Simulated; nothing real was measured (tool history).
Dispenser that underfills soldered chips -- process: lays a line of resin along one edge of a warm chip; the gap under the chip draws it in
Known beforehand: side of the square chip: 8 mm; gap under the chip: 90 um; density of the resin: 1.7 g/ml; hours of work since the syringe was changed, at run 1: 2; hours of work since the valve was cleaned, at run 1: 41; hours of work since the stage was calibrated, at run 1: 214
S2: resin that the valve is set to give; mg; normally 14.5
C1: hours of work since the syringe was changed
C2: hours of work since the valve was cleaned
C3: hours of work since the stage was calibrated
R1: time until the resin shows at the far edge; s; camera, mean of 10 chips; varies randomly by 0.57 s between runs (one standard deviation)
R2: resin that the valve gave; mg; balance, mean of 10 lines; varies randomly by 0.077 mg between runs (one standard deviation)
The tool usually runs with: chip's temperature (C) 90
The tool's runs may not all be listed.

run 1 day=0 | chip's_temperature_(C)=90 S2=14.5 | C1=2 C2=41 C3=214 | R1=58.8 R2=13.97
run 2 day=0.233 | chip's_temperature_(C)=90 S2=14.5 | C1=7 C2=45 C3=218 | R1=78.8 R2=13.9
-- day=0.475 new syringe of resin
run 3 day=0.504 | chip's_temperature_(C)=90 S2=14.5 | C1=1 C2=50 C3=223 | R1=50.8 R2=13.82
run 4 day=0.733 | chip's_temperature_(C)=90 S2=13.4 | C1=5 C2=54 C3=228 | R1=70.8 R2=12.76
-- day=1.067 new syringe of resin
run 5 day=1.079 | chip's_temperature_(C)=77 S2=14.5 | C1=0 C2=61 C3=234 | R1=72.3 R2=13.77
run 6 day=1.388 | chip's_temperature_(C)=77 S2=14.5 | C1=6 C2=67 C3=240 | R1=108 R2=13.65
run 7 day=1.604 | chip's_temperature_(C)=77 S2=14.5 | C1=10 C2=71 C3=244 | R1=143.5 R2=13.6
-- day=1.675 new syringe of resin
run 8 day=1.8 | chip's_temperature_(C)=77 S2=14.5 | C1=2 C2=74 C3=248 | R1=84.4 R2=13.8
-- day=2.029 dispensing valve cleaned and set on the balance
run 9 day=2.029 | chip's_temperature_(C)=77 S2=14.5 | C1=6 C2=0 C3=251 | R1=107.4 R2=14.45
-- day=2.308 new syringe of resin
run 10 day=2.342 | chip's_temperature_(C)=90 S2=18.6 | C1=1 C2=6 C3=257 | R1=51.8 R2=18.55
run 11 day=2.517 | chip's_temperature_(C)=90 S2=18.6 | C1=4 C2=9 C3=260 | R1=64.3 R2=18.49
run 12 day=2.842 | chip's_temperature_(C)=90 S2=18.6 | C1=10 C2=15 C3=267 | R1=96.7 R2=18.43
-- day=2.908 new syringe of resin
run 13 day=3.067 | chip's_temperature_(C)=90 S2=14.5 | C1=3 C2=19 C3=271 | R1=62.1 R2=14.26
run 14 day=3.367 | chip's_temperature_(C)=90 S2=14.5 | C1=9 C2=25 C3=276 | R1=92.5 R2=14.24
-- day=3.5 new syringe of resin
run 15 day=3.629 | chip's_temperature_(C)=90 S2=14.5 | C1=2 C2=30 C3=281 | R1=59.6 R2=14.14
run 16 day=3.829 | chip's_temperature_(C)=90 S2=13.5 | C1=6 C2=34 C3=285 | R1=80.6 R2=13.06
-- day=4.1 new syringe of resin
run 17 day=4.154 | chip's_temperature_(C)=90 S2=13.5 | C1=1 C2=40 C3=291 | R1=53.5 R2=12.97
run 18 day=4.483 | chip's_temperature_(C)=90 S2=17.1 | C1=7 C2=46 C3=297 | R1=79.2 R2=16.29
-- day=4.704 new syringe of resin
run 19 day=4.704 | chip's_temperature_(C)=78 S2=15 | C1=0 C2=50 C3=301 | R1=69.8 R2=14.26
run 20 day=4.979 | chip's_temperature_(C)=78 S2=15 | C1=5 C2=55 C3=307 | R1=100.1 R2=14.42
-- day=5.3 new syringe of resin
run 21 day=5.321 | chip's_temperature_(C)=78 S2=15 | C1=0 C2=62 C3=313 | R1=71.4 R2=14.11
run 22 day=5.488 | chip's_temperature_(C)=101 S2=15.7 | C1=4 C2=65 C3=316 | R1=48.5 R2=14.73
run 23 day=5.812 | chip's_temperature_(C)=93 S2=14.5 | C1=10 C2=71 C3=322 | R1=90.8 R2=13.73
-- day=5.904 new syringe of resin
run 24 day=6.1 | chip's_temperature_(C)=84 S2=14.4 | C1=4 C2=76 C3=328 | R1=78.5 R2=13.54
-- day=6.233 dispensing valve cleaned and set on the balance
run 25 day=6.346 | chip's_temperature_(C)=77 S2=13.9 | C1=8 C2=2 C3=332 | R1=120.3 R2=13.92
-- day=6.529 new syringe of resin
run 26 day=6.658 | chip's_temperature_(C)=84 S2=18.7 | C1=2 C2=8 C3=337 | R1=67.7 R2=18.73
run 27 day=6.838 | chip's_temperature_(C)=92 S2=12.4 | C1=6 C2=11 C3=341 | R1=74.7 R2=12.2
run 28 day=7.008 | chip's_temperature_(C)=92 S2=12.4 | C1=9 C2=15 C3=344 | R1=93 R2=12.31
-- day=7.125 new syringe of resin
run 29 day=7.292 | chip's_temperature_(C)=88 S2=14.4 | C1=3 C2=20 C3=349 | R1=67.6 R2=14.05
run 30 day=7.621 | chip's_temperature_(C)=101 S2=14.5 | C1=10 C2=26 C3=356 | R1=73 R2=14.23
-- day=7.717 new syringe of resin
run 31 day=7.871 | chip's_temperature_(C)=94 S2=14.1 | C1=3 C2=31 C3=360 | R1=55.5 R2=13.67
run 32 day=8.1 | chip's_temperature_(C)=94 S2=16 | C1=7 C2=35 C3=365 | R1=73.7 R2=15.47
-- day=8.308 new syringe of resin
run 33 day=8.371 | chip's_temperature_(C)=79 S2=18.1 | C1=1 C2=40 C3=369 | R1=71.7 R2=17.6
run 34 day=8.638 | chip's_temperature_(C)=104 S2=14.5 | C1=6 C2=45 C3=375 | R1=52.4 R2=13.79
-- day=8.892 stage's temperature calibrated
run 35 day=8.9 | chip's_temperature_(C)=99 S2=14.5 | C1=11 C2=49 C3=0 | R1=78.2 R2=13.88
-- day=8.942 new syringe of resin
run 36 day=9.175 | chip's_temperature_(C)=96 S2=16.3 | C1=5 C2=54 C3=5 | R1=54 R2=15.5

Results for each run, recomputed without the tool's hidden state and with each run's random variation untouched:
Unlogged tool condition in this case: resin's viscosity, % of fresh resin's; dose that the valve gives, % of what is set; true chip temperature over the reading, C; drift of the gauge itself on fill_s, %; drift of the gauge itself on given_mg, %.
run=1 R1=48.6 R2=14.46
run=2 R1=48.4 R2=14.46
run=3 R1=47.9 R2=14.44
run=4 R1=49.5 R2=13.38
run=5 R1=69.4 R2=14.52
run=6 R1=69.3 R2=14.46
run=7 R1=69.4 R2=14.47
run=8 R1=68.7 R2=14.73
run=9 R1=69.3 R2=14.45
run=10 R1=47.7 R2=18.64
run=11 R1=47.1 R2=18.63
run=12 R1=46.9 R2=18.67
run=13 R1=48.2 R2=14.5
run=14 R1=48.7 R2=14.55
run=15 R1=48.2 R2=14.51
run=16 R1=50.3 R2=13.46
run=17 R1=48.4 R2=13.43
run=18 R1=47.1 R2=16.96
run=19 R1=66.8 R2=14.89
run=20 R1=67 R2=15.13
run=21 R1=66.4 R2=14.89
run=22 R1=36.5 R2=15.6
run=23 R1=44.6 R2=14.62
run=24 R1=58.7 R2=14.49
run=25 R1=69.8 R2=13.94
run=26 R1=54.7 R2=18.86
run=27 R1=47.7 R2=12.33
run=28 R1=47.5 R2=12.47
run=29 R1=51.7 R2=14.29
run=30 R1=36.7 R2=14.55
run=31 R1=43.6 R2=14.04
run=32 R1=42.9 R2=15.95
run=33 R1=63.6 R2=18.23
run=34 R1=32.9 R2=14.35
run=35 R1=38.5 R2=14.49
run=36 R1=40.4 R2=16.26

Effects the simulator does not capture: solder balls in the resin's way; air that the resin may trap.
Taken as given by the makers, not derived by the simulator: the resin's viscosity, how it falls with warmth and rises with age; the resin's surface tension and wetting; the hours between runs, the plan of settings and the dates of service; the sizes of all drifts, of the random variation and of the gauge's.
